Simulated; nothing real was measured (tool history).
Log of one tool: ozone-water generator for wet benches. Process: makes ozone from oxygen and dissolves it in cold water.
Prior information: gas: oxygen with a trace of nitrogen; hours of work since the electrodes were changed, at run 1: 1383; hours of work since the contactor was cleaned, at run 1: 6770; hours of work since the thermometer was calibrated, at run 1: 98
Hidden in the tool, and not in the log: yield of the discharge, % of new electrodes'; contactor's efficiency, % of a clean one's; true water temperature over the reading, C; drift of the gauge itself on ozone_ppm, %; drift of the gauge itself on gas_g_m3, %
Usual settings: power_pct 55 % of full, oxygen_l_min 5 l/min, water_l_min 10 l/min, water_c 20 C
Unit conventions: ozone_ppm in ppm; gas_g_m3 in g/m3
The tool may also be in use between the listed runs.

run,hour,power_pct,oxygen_l_min,water_l_min,water_c,hours of work since the electrodes were changed,hours of work since the contactor was cleaned,hours of work since the thermometer was calibrated,ozone_ppm,gas_g_m3
1,0,55,5,10,20,1383,6770,98,27.8,219.3
2,102.2,55,5,12,20,1477,6863,191,24.8,219.9
3,174,55,5,12,20,1542,6928,257,24.8,217
4,227.4,55,5,12,20,1591,6977,306,24.9,216.3
5,311.5,55,5,12,20,1667,7054,382,24.9,219.8
6,380.5,55,5,12,20,1730,7116,445,24.9,217.4
7,456.8,55,5,12,20,1800,7186,515,24.7,216.1
8,543.1,55,5,10,20,1879,7265,593,27.6,217
9,628.2,55,5,10,20,1956,7342,671,27.4,217.5
10,730.2,55,5,10,20,2049,7435,764,27.2,218.4
11,810.5,55,5,10,20,2122,7508,837,27.6,216.3
12,887,55,5,10,20,2192,7578,907,26.9,216.9
13,1001.7,55,5,10,20,2297,7683,1011,27.3,213.1
14,1071.5,55,4.79,10,20,2360,7746,1075,27.5,219.2
15,1123.4,55,4.79,10,20,2408,7794,1122,27.3,220.2
16,1188.7,55,4.79,10,20,2467,7853,1182,27.5,218.7
17,1279.6,55,4.79,10,20,2550,7936,1265,27.3,220.6
18,1375.8,95,4.07,10,19,2638,8024,1352,37.8,322
19,1460.6,95,4.07,10,19,2715,8101,1430,37.8,320.7
# hour 1472.6: contactor cleaned
20,1538.9,42,8.05,9,27,2783,60,1497,19.1,152.4
21,1654.7,46,8.05,7,21,2888,166,1603,25.9,158.4
# hour 1707.3: contactor cleaned, once more
22,1748.5,55,8.05,10,21,2970,38,1685,25.8,176.7
23,1854.7,46,2.55,10,20,3067,134,1781,24.5,257.3
24,1932.6,89,5.99,10,15,3138,205,1852,40.4,260.4
25,1981.7,89,7.25,10,15,3183,250,1897,39.7,239.5
26,2081.5,51,5.87,11,20,3274,341,1988,25.1,192.7
27,2189.6,41,5.34,13,20,3372,440,2087,20,175.6
28,2288.2,55,8.19,10,20,3462,530,2177,26.5,175.8
29,2372.7,53,5,10,25,3539,607,2254,24.6,209.6
30,2485.1,53,5,10,14,3641,709,2356,30.4,206.9
31,2537.7,53,5,7,17,3689,757,2404,35.1,208.4
32,2613.2,53,7.13,7,17,3758,826,2473,33.6,178.9

Hidden condition of the tool, last listed run before each entry between runs versus first listed run after:
After run 19, before run 20: contactor cleaned (hour 1472.6)
  contactor's efficiency, % of a clean one's: 94.2 -> 90.8; true water temperature over the reading, C: 0.12 -> 0.13
  difference, measured minus the result without the unlogged condition, ozone_ppm: -3.1 -> -1.6 ppm; gas_g_m3: -14.1 -> -4 g/m3
After run 21, before run 22: contactor cleaned, once more (hour 1707.3)
  contactor's efficiency, % of a clean one's: 90.7 -> 100; true water temperature over the reading, C: 0.13 -> 0.14
  difference, measured minus the result without the unlogged condition, ozone_ppm: -2.1 -> -0.9 ppm; gas_g_m3: -4.6 -> -6.1 g/m3

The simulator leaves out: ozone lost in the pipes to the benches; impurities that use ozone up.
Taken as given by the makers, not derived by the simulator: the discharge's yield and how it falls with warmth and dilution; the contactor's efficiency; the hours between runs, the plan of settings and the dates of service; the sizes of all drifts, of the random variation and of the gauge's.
